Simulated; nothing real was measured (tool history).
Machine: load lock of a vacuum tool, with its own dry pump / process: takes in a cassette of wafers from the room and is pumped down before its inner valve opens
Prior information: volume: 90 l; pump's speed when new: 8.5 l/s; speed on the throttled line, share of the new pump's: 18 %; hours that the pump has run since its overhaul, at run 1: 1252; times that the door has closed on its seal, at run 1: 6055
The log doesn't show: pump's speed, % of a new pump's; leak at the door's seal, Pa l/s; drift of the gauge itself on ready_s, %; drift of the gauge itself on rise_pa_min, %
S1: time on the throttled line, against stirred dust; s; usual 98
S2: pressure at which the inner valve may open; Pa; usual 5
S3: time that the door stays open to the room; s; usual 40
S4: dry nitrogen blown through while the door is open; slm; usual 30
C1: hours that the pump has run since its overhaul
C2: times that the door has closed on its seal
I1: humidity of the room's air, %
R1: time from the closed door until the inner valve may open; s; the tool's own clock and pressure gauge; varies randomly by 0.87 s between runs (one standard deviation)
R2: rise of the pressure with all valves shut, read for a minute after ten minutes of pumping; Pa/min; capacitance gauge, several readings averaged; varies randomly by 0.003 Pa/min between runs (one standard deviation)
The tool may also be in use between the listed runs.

run 1 day=0.000 | S1=98 S2=5 S3=40 S4=30 | C1=1252 C2=6055 | I1=42.5 | R1=188.8 R2=0.048
run 2 day=8.454 | S1=98 S2=5 S3=40 S4=30 | C1=1455 C2=6516 | I1=44.9 | R1=189.2 R2=0.056
run 3 day=15.296 | S1=98 S2=4 S3=40 S4=30 | C1=1620 C2=6890 | I1=50.3 | R1=191.4 R2=0.056
run 4 day=22.162 | S1=98 S2=4 S3=40 S4=30 | C1=1784 C2=7264 | I1=43.8 | R1=191.3 R2=0.057
run 5 day=27.150 | S1=98 S2=5 S3=40 S4=30 | C1=1904 C2=7536 | I1=45.4 | R1=187.9 R2=0.061
run 6 day=31.729 | S1=98 S2=5 S3=40 S4=32 | C1=2014 C2=7786 | I1=44.5 | R1=188.7 R2=0.060
run 7 day=38.912 | S1=98 S2=5 S3=40 S4=13 | C1=2186 C2=8178 | I1=45.1 | R1=188.3 R2=0.080
run 8 day=44.283 | S1=98 S2=5 S3=40 S4=13 | C1=2315 C2=8471 | I1=47.8 | R1=188.4 R2=0.083
run 9 day=49.538 | S1=98 S2=5 S3=40 S4=13 | C1=2441 C2=8758 | I1=47.7 | R1=189.3 R2=0.081
run 10 day=55.325 | S1=98 S2=5 S3=40 S4=13 | C1=2580 C2=9073 | I1=47.8 | R1=190.6 R2=0.081
run 11 day=61.058 | S1=98 S2=5 S3=40 S4=13 | C1=2718 C2=9386 | I1=43.9 | R1=191.2 R2=0.084
run 12 day=70.154 | S1=98 S2=5 S3=26 S4=30 | C1=2936 C2=9882 | I1=49.1 | R1=188.5 R2=0.068
run 13 day=76.629 | S1=98 S2=5 S3=26 S4=30 | C1=3091 C2=10235 | I1=46.9 | R1=188.0 R2=0.075
run 14 day=81.358 | S1=98 S2=5 S3=26 S4=30 | C1=3205 C2=10493 | I1=43.5 | R1=189.9 R2=0.074
run 15 day=85.867 | S1=98 S2=5 S3=26 S4=30 | C1=3313 C2=10739 | I1=47.5 | R1=189.2 R2=0.073
run 16 day=93.517 | S1=98 S2=5 S3=26 S4=30 | C1=3497 C2=11157 | I1=41.3 | R1=190.1 R2=0.075
run 17 day=99.958 | S1=129 S2=5 S3=40 S4=30 | C1=3651 C2=11508 | I1=46.6 | R1=215.9 R2=0.088
run 18 day=107.346 | S1=129 S2=5 S3=40 S4=30 | C1=3829 C2=11911 | I1=42.2 | R1=217.1 R2=0.086
run 19 day=115.096 | S1=129 S2=5 S3=40 S4=6 | C1=4015 C2=12334 | I1=45.8 | R1=217.5 R2=0.109
run 20 day=120.421 | S1=98 S2=6 S3=40 S4=30 | C1=4142 C2=12624 | I1=44.9 | R1=188.5 R2=0.089
run 21 day=126.971 | S1=98 S2=5 S3=40 S4=15 | C1=4300 C2=12982 | I1=44.8 | R1=191.4 R2=0.105
run 22 day=136.004 | S1=98 S2=5 S3=40 S4=15 | C1=4517 C2=13474 | I1=45.4 | R1=191.2 R2=0.107
run 23 day=144.283 | S1=173 S2=8 S3=134 S4=20 | C1=4715 C2=13926 | I1=43.3 | R1=246.8 R2=0.137
run 24 day=150.821 | S1=87 S2=5 S3=32 S4=5 | C1=4872 C2=14283 | I1=46.0 | R1=184.7 R2=0.118
run 25 day=156.825 | S1=61 S2=5 S3=32 S4=5 | C1=5016 C2=14610 | I1=44.4 | R1=162.1 R2=0.122
run 26 day=165.000 | S1=61 S2=5 S3=32 S4=5 | C1=5212 C2=15056 | I1=45.4 | R1=163.7 R2=0.124
run 27 day=170.667 | S1=61 S2=5 S3=32 S4=5 | C1=5348 C2=15365 | I1=47.3 | R1=163.1 R2=0.127
run 28 day=177.838 | S1=61 S2=5 S3=32 S4=5 | C1=5520 C2=15756 | I1=49.3 | R1=163.2 R2=0.134
run 29 day=184.629 | S1=61 S2=5 S3=32 S4=5 | C1=5683 C2=16127 | I1=46.0 | R1=163.9 R2=0.135
run 30 day=188.917 | S1=98 S2=7 S3=40 S4=4 | C1=5786 C2=16361 | I1=49.4 | R1=189.4 R2=0.149
run 31 day=196.800 | S1=76 S2=4 S3=41 S4=29 | C1=5976 C2=16791 | I1=43.5 | R1=178.1 R2=0.130
run 32 day=204.333 | S1=76 S2=4 S3=41 S4=29 | C1=6156 C2=17202 | I1=47.3 | R1=179.3 R2=0.139
run 33 day=209.267 | S1=126 S2=4 S3=41 S4=29 | C1=6275 C2=17471 | I1=45.0 | R1=219.3 R2=0.134
run 34 day=216.288 | S1=90 S2=6 S3=109 S4=14 | C1=6443 C2=17854 | I1=46.7 | R1=185.8 R2=0.174
run 35 day=222.667 | S1=90 S2=10 S3=109 S4=6 | C1=6596 C2=18202 | I1=47.3 | R1=179.7 R2=0.194
run 36 day=230.204 | S1=140 S2=5 S3=43 S4=13 | C1=6777 C2=18613 | I1=43.0 | R1=227.3 R2=0.159

Subtracting, for every run, the result it would have given without the tool's unlogged condition from the measured result gives the following. The same run-to-run variation enters both numbers; the gauge's scatter may not:
run=1 R1=+2.1 R2=+0.025
run=2 R1=+2.4 R2=+0.027
run=3 R1=+2.6 R2=+0.030
run=4 R1=+2.8 R2=+0.030
run=5 R1=+2.8 R2=+0.033
run=6 R1=+3.0 R2=+0.034
run=7 R1=+3.2 R2=+0.036
run=8 R1=+3.4 R2=+0.039
run=9 R1=+3.5 R2=+0.040
run=10 R1=+3.8 R2=+0.043
run=11 R1=+3.9 R2=+0.044
run=12 R1=+4.1 R2=+0.047
run=13 R1=+4.3 R2=+0.051
run=14 R1=+4.5 R2=+0.051
run=15 R1=+4.7 R2=+0.052
run=16 R1=+4.9 R2=+0.057
run=17 R1=+5.0 R2=+0.059
run=18 R1=+5.2 R2=+0.061
run=19 R1=+5.3 R2=+0.064
run=20 R1=+5.6 R2=+0.067
run=21 R1=+6.0 R2=+0.071
run=22 R1=+6.2 R2=+0.074
run=23 R1=+5.4 R2=+0.079
run=24 R1=+7.1 R2=+0.081
run=25 R1=+7.7 R2=+0.083
run=26 R1=+7.9 R2=+0.086
run=27 R1=+8.1 R2=+0.088
run=28 R1=+8.4 R2=+0.092
run=29 R1=+8.6 R2=+0.096
run=30 R1=+7.6 R2=+0.097
run=31 R1=+9.1 R2=+0.102
run=32 R1=+9.3 R2=+0.105
run=33 R1=+8.6 R2=+0.108
run=34 R1=+8.8 R2=+0.111
run=35 R1=+8.7 R2=+0.115
run=36 R1=+8.7 R2=+0.118
